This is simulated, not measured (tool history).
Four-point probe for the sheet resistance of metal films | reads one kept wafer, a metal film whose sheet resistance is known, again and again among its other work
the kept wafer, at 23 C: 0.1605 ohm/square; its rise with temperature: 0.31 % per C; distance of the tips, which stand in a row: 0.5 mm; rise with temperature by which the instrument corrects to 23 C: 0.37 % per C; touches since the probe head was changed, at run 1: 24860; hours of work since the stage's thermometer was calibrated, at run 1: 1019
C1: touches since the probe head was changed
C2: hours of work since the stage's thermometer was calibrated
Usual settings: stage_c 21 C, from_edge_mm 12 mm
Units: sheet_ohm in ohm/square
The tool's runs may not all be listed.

Run 1, hour 0: usual settings; C1 24860; C2 1019. Result: sheet_ohm 0.162189 ohm/square.
Run 2, hour 37.6: usual settings; C1 25731; C2 1035. Result: sheet_ohm 0.16216 ohm/square.
Run 3, hour 113: usual settings; C1 27476; C2 1067. Result: sheet_ohm 0.162178 ohm/square.
Run 4, hour 188.1: usual settings but from_edge_mm 21 mm; C1 29216; C2 1100. Result: sheet_ohm 0.16216 ohm/square.
Run 5, hour 246.3: usual settings but stage_c 31 C; C1 30565; C2 1125. Result: sheet_ohm 0.161167 ohm/square.
Run 6, hour 286.2: usual settings but stage_c 31 C; C1 31489; C2 1142. Result: sheet_ohm 0.161181 ohm/square.
Run 7, hour 370.8: usual settings but stage_c 31 C; C1 33448; C2 1179. Result: sheet_ohm 0.161144 ohm/square.
Run 8, hour 436.1: usual settings; C1 34962; C2 1207. Result: sheet_ohm 0.162272 ohm/square.
Run 9, hour 488.4: usual settings but from_edge_mm 44 mm; C1 36171; C2 1230. Result: sheet_ohm 0.162141 ohm/square.
Run 10, hour 569.3: usual settings; C1 38045; C2 1265. Result: sheet_ohm 0.16235 ohm/square.
Run 11, hour 611.6: usual settings; C1 39026; C2 1283. Result: sheet_ohm 0.162332 ohm/square.
Run 12, hour 672.1: usual settings but stage_c 33 C; C1 40427; C2 1309. Result: sheet_ohm 0.161021 ohm/square.
Run 13, hour 712: usual settings but stage_c 33 C; C1 41352; C2 1326. Result: sheet_ohm 0.161007 ohm/square.
At hour 758.7: stage's thermometer calibrated.
Run 14, hour 788.4: usual settings but stage_c 26 C; C1 43108; C2 13. Result: sheet_ohm 0.161806 ohm/square.
Run 15, hour 870.6: usual settings but stage_c 31 C; C1 45012; C2 48. Result: sheet_ohm 0.161265 ohm/square.
Run 16, hour 913.5: usual settings but stage_c 25 C, from_edge_mm 11 mm; C1 46005; C2 67. Result: sheet_ohm 0.161944 ohm/square.
Run 17, hour 1000.8: usual settings but stage_c 25 C, from_edge_mm 11 mm; C1 48027; C2 105. Result: sheet_ohm 0.162008 ohm/square.
Run 18, hour 1079.8: usual settings but stage_c 25 C, from_edge_mm 11 mm; C1 49857; C2 139. Result: sheet_ohm 0.161981 ohm/square.
At hour 1103.3: stage's thermometer calibrated, once more.
Run 19, hour 1152: usual settings but from_edge_mm 7 mm; C1 51517; C2 21. Result: sheet_ohm 0.162784 ohm/square.
Run 20, hour 1209.5: usual settings but from_edge_mm 7 mm; C1 52849; C2 46. Result: sheet_ohm 0.162769 ohm/square.
Run 21, hour 1274: usual settings but stage_c 32 C, from_edge_mm 24 mm; C1 54344; C2 74. Result: sheet_ohm 0.161195 ohm/square.
Run 22, hour 1313.3: usual settings but stage_c 19 C, from_edge_mm 15 mm; C1 55254; C2 91. Result: sheet_ohm 0.16265 ohm/square.
Run 23, hour 1351.5: usual settings but stage_c 19 C, from_edge_mm 9 mm; C1 56140; C2 107. Result: sheet_ohm 0.162855 ohm/square.
Run 24, hour 1408.8: usual settings but from_edge_mm 59 mm; C1 57467; C2 132. Result: sheet_ohm 0.162395 ohm/square.
Run 25, hour 1475.2: usual settings but stage_c 23 C, from_edge_mm 8 mm; C1 59003; C2 161. Result: sheet_ohm 0.162478 ohm/square.
Run 26, hour 1518.6: usual settings but stage_c 23 C, from_edge_mm 54 mm; C1 60010; C2 179. Result: sheet_ohm 0.162107 ohm/square.
Run 27, hour 1587.4: usual settings but stage_c 33 C, from_edge_mm 19 mm; C1 61603; C2 209. Result: sheet_ohm 0.161176 ohm/square.
Run 28, hour 1671.7: usual settings but stage_c 31 C, from_edge_mm 4 mm; C1 63554; C2 246. Result: sheet_ohm 0.162725 ohm/square.

Forecast each of these 4 alternatives for the next run:
Run A, hour 1731.3: usual settings but stage_c 22 C, from_edge_mm 8 mm; C1 64935; C2 271. Result: sheet_ohm ?.
Run B, hour 1731.3: usual settings but stage_c 28 C, from_edge_mm 4 mm; C1 64935; C2 271. Result: sheet_ohm ?.
Run C, hour 1731.3: usual settings but stage_c 23 C, from_edge_mm 4 mm; C1 64935; C2 271. Result: sheet_ohm ?.
Run D, hour 1731.3: usual settings but stage_c 23 C, from_edge_mm 25 mm; C1 64935; C2 271. Result: sheet_ohm ?.

run  sheet_ohm
  A   0.162623
  B   0.162944
  C   0.163591
  D   0.162268
Without the tool's hidden state the same runs would have given:
run  sheet_ohm
  A   0.160905
  B   0.161224
  C   0.161864
  D   0.160554

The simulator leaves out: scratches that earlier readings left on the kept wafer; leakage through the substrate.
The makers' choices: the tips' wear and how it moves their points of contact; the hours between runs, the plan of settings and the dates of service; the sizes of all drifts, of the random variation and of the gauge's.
